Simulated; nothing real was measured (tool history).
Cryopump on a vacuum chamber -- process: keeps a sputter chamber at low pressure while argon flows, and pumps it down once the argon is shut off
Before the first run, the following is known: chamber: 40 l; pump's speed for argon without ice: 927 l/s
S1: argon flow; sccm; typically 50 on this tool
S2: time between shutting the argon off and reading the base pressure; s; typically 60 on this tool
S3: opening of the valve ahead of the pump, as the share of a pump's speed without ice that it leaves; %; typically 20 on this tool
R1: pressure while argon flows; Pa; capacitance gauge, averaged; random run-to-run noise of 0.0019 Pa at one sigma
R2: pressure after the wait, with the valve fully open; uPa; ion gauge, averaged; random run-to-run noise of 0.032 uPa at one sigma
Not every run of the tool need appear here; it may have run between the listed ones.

Run 1, hour 0: usual settings. Result: R1 0.4583 Pa, R2 2.12 uPa.
Run 2, hour 56.1: usual settings. Result: R1 0.458 Pa, R2 2.09 uPa.
Run 3, hour 153.5: usual settings but S1 73 sccm. Result: R1 0.669 Pa, R2 2.16 uPa.
Run 4, hour 235.8: usual settings but S1 73 sccm. Result: R1 0.6706 Pa, R2 2.29 uPa.
Run 5, hour 292.6: usual settings but S3 53 %. Result: R1 0.1773 Pa, R2 2.28 uPa.
Run 6, hour 392.5: usual settings but S2 24 s. Result: R1 0.4643 Pa, R2 4.37 uPa.
Run 7, hour 470.7: usual settings. Result: R1 0.4637 Pa, R2 2.44 uPa.
Run 8, hour 545.6: usual settings. Result: R1 0.4637 Pa, R2 2.5 uPa.
Run 9, hour 587.8: usual settings but S3 24 %. Result: R1 0.3903 Pa, R2 2.47 uPa.
Run 10, hour 647.1: usual settings but S3 24 %. Result: R1 0.3894 Pa, R2 2.61 uPa.
Run 11, hour 727: usual settings but S3 24 %. Result: R1 0.3871 Pa, R2 2.63 uPa.
Run 12, hour 793: usual settings but S3 56 %. Result: R1 0.1745 Pa, R2 2.69 uPa.
Run 13, hour 867.3: usual settings but S3 56 %. Result: R1 0.1764 Pa, R2 2.7 uPa.
Run 14, hour 948.5: usual settings but S3 56 %. Result: R1 0.1766 Pa, R2 2.82 uPa.
Run 15, hour 1025.6: usual settings but S3 39 %. Result: R1 0.2496 Pa, R2 2.87 uPa.
Run 16, hour 1068.2: usual settings. Result: R1 0.4723 Pa, R2 2.94 uPa.
Run 17, hour 1136.9: usual settings but S3 37 %. Result: R1 0.2649 Pa, R2 3.06 uPa.
At hour 1161: pump warmed up, emptied and cooled again.
Run 18, hour 1201.2: usual settings but S1 91 sccm, S2 128 s, S3 54 %. Result: R1 0.3102 Pa, R2 2.12 uPa.
Run 19, hour 1261.9: usual settings but S1 42 sccm, S2 38 s, S3 17 %. Result: R1 0.4499 Pa, R2 3.55 uPa.
Run 20, hour 1347.8: usual settings but S1 42 sccm, S2 38 s, S3 17 %. Result: R1 0.4557 Pa, R2 3.59 uPa.
Run 21, hour 1405.9: usual settings but S1 42 sccm, S2 38 s, S3 17 %. Result: R1 0.4545 Pa, R2 3.86 uPa.
Run 22, hour 1454.5: usual settings but S1 44 sccm, S2 67 s. Result: R1 0.4042 Pa, R2 2.87 uPa.
Run 23, hour 1501.7: usual settings but S1 75 sccm, S2 52 s, S3 38 %. Result: R1 0.3638 Pa, R2 3.24 uPa.
Run 24, hour 1554.7: usual settings but S1 75 sccm, S2 52 s, S3 38 %. Result: R1 0.3674 Pa, R2 3.24 uPa.
Run 25, hour 1655: usual settings but S1 95 sccm, S2 50 s, S3 34 %. Result: R1 0.5294 Pa, R2 3.51 uPa.
Run 26, hour 1757.7: usual settings but S1 95 sccm, S2 50 s, S3 34 %. Result: R1 0.5295 Pa, R2 3.54 uPa.
At hour 1829.4: leaking fittings of the chamber tightened, without venting.
Run 27, hour 1850.3: usual settings but S1 63 sccm, S2 50 s, S3 34 %. Result: R1 0.3476 Pa, R2 1.99 uPa.
Run 28, hour 1909.9: usual settings but S1 63 sccm, S2 50 s, S3 34 %. Result: R1 0.3524 Pa, R2 2.09 uPa.
Run 29, hour 1954: usual settings but S1 63 sccm, S2 50 s, S3 34 %. Result: R1 0.3524 Pa, R2 2.1 uPa.
Run 30, hour 2016.9: usual settings but S1 63 sccm, S2 50 s, S3 34 %. Result: R1 0.3529 Pa, R2 2.13 uPa.
Run 31, hour 2111.7: usual settings but S2 276 s, S3 32 %. Result: R1 0.2989 Pa, R2 0.87 uPa.
Run 32, hour 2201: usual settings but S2 76 s, S3 32 %. Result: R1 0.2998 Pa, R2 1.68 uPa.
Run 33, hour 2278.1: usual settings but S2 76 s, S3 32 %. Result: R1 0.3005 Pa, R2 1.75 uPa.

Here are 5 independent what-if runs from the current tool condition. What would each one return?
At hour 2327.2: pump warmed up, emptied and cooled again.
Run A, hour 2333.1: usual settings but S1 49 sccm, S2 148 s, S3 54 %. Result: R1 ?, R2 ?.
At hour 2327.2: pump warmed up, emptied and cooled again.
Run B, hour 2333.1: usual settings but S1 34 sccm, S2 59 s, S3 52 %. Result: R1 ?, R2 ?.
At hour 2327.2: pump warmed up, emptied and cooled again.
Run C, hour 2333.1: usual settings but S2 25 s. Result: R1 ?, R2 ?.
At hour 2327.2: pump warmed up, emptied and cooled again.
Run D, hour 2333.1: usual settings but S1 51 sccm, S2 76 s, S3 32 %. Result: R1 ?, R2 ?.
At hour 2327.2: pump warmed up, emptied and cooled again.
Run E, hour 2333.1: usual settings but S1 28 sccm, S2 27 s, S3 18 %. Result: R1 ?, R2 ?.

run      R1    R2
  A   0.168  1.21
  B  0.1209  2.01
  C  0.4582  3.87
  D  0.2922  1.71
  E  0.2846  3.59
Stripped of hidden state, with their random variation kept, the same runs would have yielded:
run      R1    R2
  A  0.1664  0.88
  B  0.1197  1.69
  C  0.4565  3.55
  D  0.2905  1.39
  E  0.2837  3.27
